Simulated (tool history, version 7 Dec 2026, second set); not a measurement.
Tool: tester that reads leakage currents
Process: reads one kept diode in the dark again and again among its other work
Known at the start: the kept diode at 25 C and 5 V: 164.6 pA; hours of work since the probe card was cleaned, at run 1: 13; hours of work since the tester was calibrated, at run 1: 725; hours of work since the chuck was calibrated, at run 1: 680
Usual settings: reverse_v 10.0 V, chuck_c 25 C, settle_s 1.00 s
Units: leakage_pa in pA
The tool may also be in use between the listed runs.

run    hour  reverse_v  chuck_c  settle_s  hours of work since the probe card was cleaned  hours of work since the tester was calibrated  hours of work since the chuck was calibrated  leakage_pa
  1     0.0       10.0       25      1.00                                              13                                            725                                           680      267.09
  2   119.0       10.0       25      1.00                                             105                                            817                                           772      272.84
  3   189.8       10.0       25      1.00                                             159                                            872                                           827      275.75
  4   308.8       10.0       25      1.00                                             251                                            964                                           919      279.33
  5   401.8       10.0       25      1.00                                             323                                           1035                                           990      282.50
  6   478.1       10.0       25      1.00                                             382                                           1094                                          1049      284.81
  7   544.2       10.0       55      1.00                                             433                                           1145                                          1100     2409.59
      576.6  -- chuck's temperature calibrated
  8   603.0       10.0       55      1.00                                             477                                           1189                                            20     2113.34
  9   707.4       10.0       55      0.75                                             557                                           1270                                           101     2151.31
 10   836.9       10.0       55      0.33                                             657                                           1370                                           201     2179.89
 11   916.1       10.0       55      0.33                                             718                                           1431                                           262     2196.65
 12  1024.2       10.0       55      0.33                                             802                                           1514                                           345     2204.99
 13  1137.2       10.0       25      1.00                                             889                                           1601                                           433      266.03
 14  1250.2       10.0       25      1.00                                             976                                           1688                                           520      268.45
 15  1371.7       10.0       25      1.00                                            1070                                           1782                                           614      274.24
 16  1491.7        9.9       25      1.00                                            1162                                           1875                                           706      277.32
 17  1593.0       11.1       25      1.00                                            1241                                           1953                                           784      297.95
     1711.5  -- probe card cleaned and baked
 18  1717.3       11.1       25      1.00                                               4                                           2047                                           878      290.08
 19  1845.1       11.1       25      1.00                                             103                                           2145                                           976      295.57
 20  1967.4       11.1       25      1.00                                             197                                           2240                                          1071      300.44
     2042.8  -- chuck's temperature calibrated
 21  2097.9        2.0       27      1.00                                             297                                           2339                                            42      121.36
 22  2216.4        2.0       27      1.00                                             388                                           2430                                           134      123.59
 23  2339.5        6.0       27      0.49                                             483                                           2525                                           229      227.37
 24  2399.1        1.1       33      4.98                                             529                                           2571                                           275      145.25
 25  2517.9        4.3       31      6.17                                             621                                           2663                                           367      259.59
 26  2619.5        4.3       31      6.17                                             699                                           2741                                           445      263.45
 27  2729.2        6.3       50      0.52                                             784                                           2826                                           530     1275.63
 28  2817.6        6.3       21      0.65                                             852                                           2894                                           598      154.23
 29  2882.0        6.3       21      0.65                                             902                                           2944                                           648      156.63
 30  2992.1        1.4       43      8.36                                             987                                           3029                                           732      363.75
 31  3080.5        1.4       31      1.53                                            1055                                           3097                                           801      153.23
 32  3194.6        1.4       31      1.53                                            1143                                           3185                                           889      155.37
 33  3304.8        1.4       31      1.53                                            1228                                           3270                                           974      156.65
 34  3416.2        3.3       31      1.53                                            1314                                           3356                                          1060      250.85
     3441.7  -- probe card cleaned and baked
     3506.1  -- chuck's temperature calibrated
 35  3515.3        9.3       45      2.52                                              55                                           3429                                             7     1033.46
 36  3576.2        9.3       45      2.52                                             102                                           3476                                            54     1047.36
 37  3659.1        9.8       49      1.00                                             166                                           3539                                           118     1430.94
 38  3749.4        4.7       48      8.89                                             236                                           3609                                           188      915.94
 39  3806.4       10.0       37      4.06                                             280                                           3653                                           232      627.82

Hidden state or all else? Some run-to-run changes of leakage_pa, split into what the settings, what came in and random variation would give without the hidden state, and what is left for the hidden state (with any gauge scatter that isn't in both results):
The hidden state here: stray current of the dirty probe card, pA a volt; current scale over the true one, %; true chuck temperature over the reading, C; drift of the gauge itself on leakage_pa, %.
Run 6 -> 7: chuck_c 25 -> 55. leakage_pa +2124.78 pA: hidden state +279.01, all else +1845.77.
Run 7 -> 8: chuck's temperature calibrated. leakage_pa -296.25 pA: hidden state -293.12, all else -3.13.
Run 12 -> 13: chuck_c 55 -> 25, settle_s 0.33 -> 1.00. leakage_pa -1938.96 pA: hidden state -90.40, all else -1848.56.
Run 27 -> 28: chuck_c 50 -> 21, settle_s 0.52 -> 0.65. leakage_pa -1121.40 pA: hidden state -72.45, all else -1048.95.
